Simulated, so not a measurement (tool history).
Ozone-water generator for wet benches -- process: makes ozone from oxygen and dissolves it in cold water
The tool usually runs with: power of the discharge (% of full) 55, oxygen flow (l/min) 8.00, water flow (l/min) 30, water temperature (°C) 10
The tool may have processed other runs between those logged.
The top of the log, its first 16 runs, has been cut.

run	hour	power of the discharge (% of full)	oxygen flow (l/min)	water flow (l/min)	water temperature (°C)	hours of work since the electrodes were changed	hours of work since the contactor was cleaned	hours of work since the thermometer was calibrated	dissolved ozone (ppm)	ozone in the gas ahead of the water (g/m3)
17	519.1	55	13.93	30	10	560	791	4404	17.6	118.8
18	550.5	55	13.93	30	10	585	816	4430	17.5	120.5
19	573.6	55	6.87	23	6	604	835	4448	21.7	166.3
20	606.6	87	4.98	18	15	631	862	4475	30.8	268.2
21	627.3	94	13.01	30	10	647	878	4491	25.6	179.5
22	665.8	94	13.01	47	6	678	909	4523	19.3	178.7
# hour 671.3: gauge calibrated
23	684.5	55	11.43	18	14	693	924	4538	22.4	133.9
24	720.8	55	5.11	47	10	723	954	4567	10.1	196.8
25	748.8	55	5.36	47	10	745	976	4589	10.4	193.9
26	783.1	55	5.36	47	10	773	1004	4617	10.2	191.3
27	825.0	64	8.00	36	10	807	1038	4651	16.5	175.3
28	848.5	64	8.00	36	10	826	1057	4670	16.2	174.3
29	876.6	69	7.09	30	13	848	1080	4693	19.0	198.1
30	913.1	69	7.09	42	13	878	1109	4722	14.2	195.7
31	932.7	46	5.27	42	7	894	1125	4738	10.2	168.6
32	964.6	46	5.27	42	7	919	1151	4764	10.5	170.4
33	1001.0	55	6.02	26	6	949	1180	4793	19.3	179.1

Predict each of these 3 candidate next runs independently; none follows another, all start after run 33:
A	1042.2	85	8.00	30	10	982	1213	4826	?	?
B	1042.2	86	8.00	39	14	982	1213	4826	?	?
C	1042.2	83	8.00	30	10	982	1213	4826	?	?

run	dissolved ozone (ppm)	ozone in the gas ahead of the water (g/m3)
A	23.2	211.8
B	18.0	214.2
C	22.5	209.3
Stripped of hidden state, with their random variation kept, the same runs would have yielded:
run	dissolved ozone (ppm)	ozone in the gas ahead of the water (g/m3)
A	23.2	215.5
B	18.0	217.9
C	22.5	212.9
